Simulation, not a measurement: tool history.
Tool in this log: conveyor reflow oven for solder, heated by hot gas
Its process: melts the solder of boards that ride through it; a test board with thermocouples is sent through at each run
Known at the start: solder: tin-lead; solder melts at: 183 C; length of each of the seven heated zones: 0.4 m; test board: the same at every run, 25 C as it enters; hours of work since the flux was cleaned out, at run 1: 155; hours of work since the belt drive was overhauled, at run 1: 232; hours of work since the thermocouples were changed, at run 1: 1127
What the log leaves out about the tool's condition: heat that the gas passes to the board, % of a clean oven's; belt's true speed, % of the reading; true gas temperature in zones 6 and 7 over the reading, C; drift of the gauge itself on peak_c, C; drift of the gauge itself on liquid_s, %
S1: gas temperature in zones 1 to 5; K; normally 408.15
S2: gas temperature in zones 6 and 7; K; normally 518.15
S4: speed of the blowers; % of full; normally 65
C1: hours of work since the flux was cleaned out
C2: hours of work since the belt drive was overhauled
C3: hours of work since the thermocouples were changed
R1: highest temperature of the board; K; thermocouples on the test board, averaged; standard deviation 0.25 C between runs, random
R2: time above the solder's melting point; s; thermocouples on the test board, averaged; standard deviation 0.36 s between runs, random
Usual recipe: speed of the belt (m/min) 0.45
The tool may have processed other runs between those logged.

{"run": 1, "hour": 0.0, "S1": 408.15, "S2": 518.15, "speed of the belt (m/min)": 0.45, "S4": 65, "C1": 155, "C2": 232, "C3": 1127, "R1": 496.75, "R2": 85.6}
{"run": 2, "hour": 70.3, "S1": 408.15, "S2": 518.15, "speed of the belt (m/min)": 0.45, "S4": 65, "C1": 197, "C2": 275, "C3": 1169, "R1": 496.65, "R2": 84.6}
{"run": 3, "hour": 123.0, "S1": 408.15, "S2": 518.15, "speed of the belt (m/min)": 0.45, "S4": 65, "C1": 229, "C2": 307, "C3": 1201, "R1": 496.45, "R2": 84.4}
{"run": 4, "hour": 159.8, "S1": 408.15, "S2": 518.15, "speed of the belt (m/min)": 0.45, "S4": 65, "C1": 251, "C2": 329, "C3": 1223, "R1": 496.65, "R2": 84.3}
{"run": 5, "hour": 195.9, "S1": 408.15, "S2": 518.15, "speed of the belt (m/min)": 0.45, "S4": 65, "C1": 273, "C2": 350, "C3": 1245, "R1": 496.55, "R2": 83.6}
{"run": 6, "hour": 256.1, "S1": 408.15, "S2": 518.15, "speed of the belt (m/min)": 0.45, "S4": 65, "C1": 309, "C2": 387, "C3": 1281, "R1": 495.55, "R2": 83.7}
{"run": 7, "hour": 292.7, "S1": 408.15, "S2": 518.15, "speed of the belt (m/min)": 0.45, "S4": 89, "C1": 331, "C2": 409, "C3": 1303, "R1": 501.05, "R2": 88.7}
{"run": 8, "hour": 349.2, "S1": 408.15, "S2": 518.15, "speed of the belt (m/min)": 0.45, "S4": 89, "C1": 365, "C2": 443, "C3": 1337, "R1": 501.05, "R2": 88.9}
{"hour": 374.5, "done": "flux residue cleaned out of gas plates and filters"}
{"run": 9, "hour": 398.8, "S1": 408.15, "S2": 518.15, "speed of the belt (m/min)": 0.45, "S4": 73, "C1": 15, "C2": 470, "C3": 1364, "R1": 501.05, "R2": 89.2}
{"hour": 445.1, "done": "thermocouples of zones 6 and 7 changed"}
{"run": 10, "hour": 470.2, "S1": 408.15, "S2": 518.15, "speed of the belt (m/min)": 0.45, "S4": 73, "C1": 57, "C2": 511, "C3": 15, "R1": 499.35, "R2": 88.1}
{"run": 11, "hour": 511.1, "S1": 408.15, "S2": 518.15, "speed of the belt (m/min)": 0.45, "S4": 65, "C1": 81, "C2": 536, "C3": 40, "R1": 496.95, "R2": 85.5}
{"hour": 521.5, "done": "belt drive overhauled, speed set with a stopwatch"}
{"run": 12, "hour": 580.6, "S1": 408.15, "S2": 518.15, "speed of the belt (m/min)": 0.45, "S4": 65, "C1": 121, "C2": 36, "C3": 79, "R1": 496.75, "R2": 85.6}
{"run": 13, "hour": 625.3, "S1": 408.15, "S2": 518.15, "speed of the belt (m/min)": 0.45, "S4": 65, "C1": 148, "C2": 63, "C3": 106, "R1": 497.05, "R2": 85.6}
{"run": 14, "hour": 660.8, "S1": 408.15, "S2": 528.15, "speed of the belt (m/min)": 0.45, "S4": 65, "C1": 169, "C2": 84, "C3": 128, "R1": 504.95, "R2": 92.8}
{"run": 15, "hour": 728.4, "S1": 408.15, "S2": 528.15, "speed of the belt (m/min)": 0.45, "S4": 65, "C1": 210, "C2": 125, "C3": 168, "R1": 504.45, "R2": 93.5}
{"hour": 785.2, "done": "belt drive overhauled, speed set with a stopwatch, once more"}
{"run": 16, "hour": 806.0, "S1": 397.15, "S2": 518.15, "speed of the belt (m/min)": 0.508, "S4": 72, "C1": 254, "C2": 12, "C3": 213, "R1": 489.45, "R2": 62.5}
{"run": 17, "hour": 854.5, "S1": 397.15, "S2": 518.15, "speed of the belt (m/min)": 0.508, "S4": 72, "C1": 283, "C2": 42, "C3": 242, "R1": 488.65, "R2": 62.1}
{"run": 18, "hour": 898.3, "S1": 397.15, "S2": 518.15, "speed of the belt (m/min)": 0.508, "S4": 72, "C1": 310, "C2": 68, "C3": 268, "R1": 488.75, "R2": 61.6}
{"run": 19, "hour": 935.7, "S1": 397.15, "S2": 518.15, "speed of the belt (m/min)": 0.508, "S4": 72, "C1": 332, "C2": 91, "C3": 291, "R1": 488.75, "R2": 61}
{"run": 20, "hour": 969.4, "S1": 397.15, "S2": 518.15, "speed of the belt (m/min)": 0.508, "S4": 72, "C1": 352, "C2": 111, "C3": 311, "R1": 488.45, "R2": 61.2}
{"hour": 1013.7, "done": "flux residue cleaned out of gas plates and filters"}
{"run": 21, "hour": 1050.2, "S1": 397.15, "S2": 518.15, "speed of the belt (m/min)": 0.508, "S4": 72, "C1": 22, "C2": 157, "C3": 357, "R1": 492.55, "R2": 66.8}
{"run": 22, "hour": 1101.2, "S1": 422.15, "S2": 518.15, "speed of the belt (m/min)": 0.466, "S4": 59, "C1": 53, "C2": 187, "C3": 387, "R1": 497.25, "R2": 88.9}
{"run": 23, "hour": 1158.4, "S1": 408.15, "S2": 523.15, "speed of the belt (m/min)": 0.45, "S4": 65, "C1": 87, "C2": 222, "C3": 422, "R1": 501.45, "R2": 89}
{"run": 24, "hour": 1213.0, "S1": 408.15, "S2": 525.15, "speed of the belt (m/min)": 0.362, "S4": 65, "C1": 120, "C2": 255, "C3": 455, "R1": 510.95, "R2": 119.6}
{"run": 25, "hour": 1245.7, "S1": 409.15, "S2": 532.15, "speed of the belt (m/min)": 0.421, "S4": 51, "C1": 140, "C2": 274, "C3": 474, "R1": 506.95, "R2": 100.9}
{"run": 26, "hour": 1294.6, "S1": 408.15, "S2": 518.15, "speed of the belt (m/min)": 0.513, "S4": 65, "C1": 169, "C2": 304, "C3": 504, "R1": 491.25, "R2": 68.4}
{"run": 27, "hour": 1368.5, "S1": 408.15, "S2": 516.15, "speed of the belt (m/min)": 0.525, "S4": 65, "C1": 214, "C2": 348, "C3": 548, "R1": 487.85, "R2": 63.8}
{"run": 28, "hour": 1402.8, "S1": 408.15, "S2": 516.15, "speed of the belt (m/min)": 0.525, "S4": 65, "C1": 234, "C2": 369, "C3": 569, "R1": 487.85, "R2": 63.5}
{"run": 29, "hour": 1448.0, "S1": 419.15, "S2": 519.15, "speed of the belt (m/min)": 0.471, "S4": 88, "C1": 262, "C2": 396, "C3": 596, "R1": 502.15, "R2": 91.3}

Branching from run 29: 3 alternative next runs. What would each branch give?
{"run": "A", "hour": 1502.1, "S1": 406.15, "S2": 519.15, "speed of the belt (m/min)": 0.471, "S4": 85, "C1": 294, "C2": 429, "C3": 629, "R1": "?", "R2": "?"}
{"run": "B", "hour": 1502.1, "S1": 421.15, "S2": 516.15, "speed of the belt (m/min)": 0.45, "S4": 50, "C1": 294, "C2": 429, "C3": 629, "R1": "?", "R2": "?"}
{"run": "C", "hour": 1502.1, "S1": 413.15, "S2": 518.15, "speed of the belt (m/min)": 0.45, "S4": 65, "C1": 294, "C2": 429, "C3": 629, "R1": "?", "R2": "?"}

run=A R1=498.85 R2=82.2
run=B R1=492.05 R2=86.9
run=C R1=497.05 R2=87.5
Without the tool's unlogged condition, the same runs would have read:
run=A R1=501.05 R2=83.4
run=B R1=493.15 R2=87.5
run=C R1=498.65 R2=88.3
